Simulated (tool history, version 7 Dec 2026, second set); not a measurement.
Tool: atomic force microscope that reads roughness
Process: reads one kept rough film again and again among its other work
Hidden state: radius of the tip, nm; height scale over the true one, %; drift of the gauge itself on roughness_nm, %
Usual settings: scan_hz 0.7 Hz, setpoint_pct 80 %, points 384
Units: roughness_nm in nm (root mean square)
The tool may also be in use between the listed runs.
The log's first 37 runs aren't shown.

run	hour	scan_hz	setpoint_pct	points	pictures with this tip	hours of work since the height scale was calibrated	roughness_nm
38	485.9	0.746	66	455	111	412	4.703
39	498.9	2.581	66	461	143	422	4.449
40	509.2	2.581	66	461	168	430	4.43
41	519.6	2.581	61	828	193	438	4.484
42	533.7	0.7	80	621	227	449	4.509
43	542.6	0.7	80	621	249	456	4.496
44	555.2	0.7	65	432	280	466	4.548
45	567.7	0.7	65	432	310	476	4.572
46	584.7	0.7	79	432	352	489	4.363
47	599.6	0.915	88	282	388	501	4.161
# hour 603: new tip fitted
48	610.5	1.88	58	733	18	509	4.81
49	620	1.88	58	733	41	516	4.751
50	630.4	1.591	60	588	67	524	4.734
51	645.7	1.079	83	514	104	536	4.484
52	652.8	0.638	80	384	121	542	4.598

Forecast each of these 5 alternatives for the next run:
A	660	0.691	87	810	139	547	?
B	660	0.638	58	560	139	547	?
C	660	0.638	80	345	139	547	?
D	660	0.7	80	309	139	547	?
E	660	1.499	67	258	139	547	?

run	roughness_nm
A	4.529
B	4.728
C	4.614
D	4.58
E	4.553
Without the tool's hidden state the same runs would have given:
run	roughness_nm
A	4.723
B	4.932
C	4.813
D	4.777
E	4.748

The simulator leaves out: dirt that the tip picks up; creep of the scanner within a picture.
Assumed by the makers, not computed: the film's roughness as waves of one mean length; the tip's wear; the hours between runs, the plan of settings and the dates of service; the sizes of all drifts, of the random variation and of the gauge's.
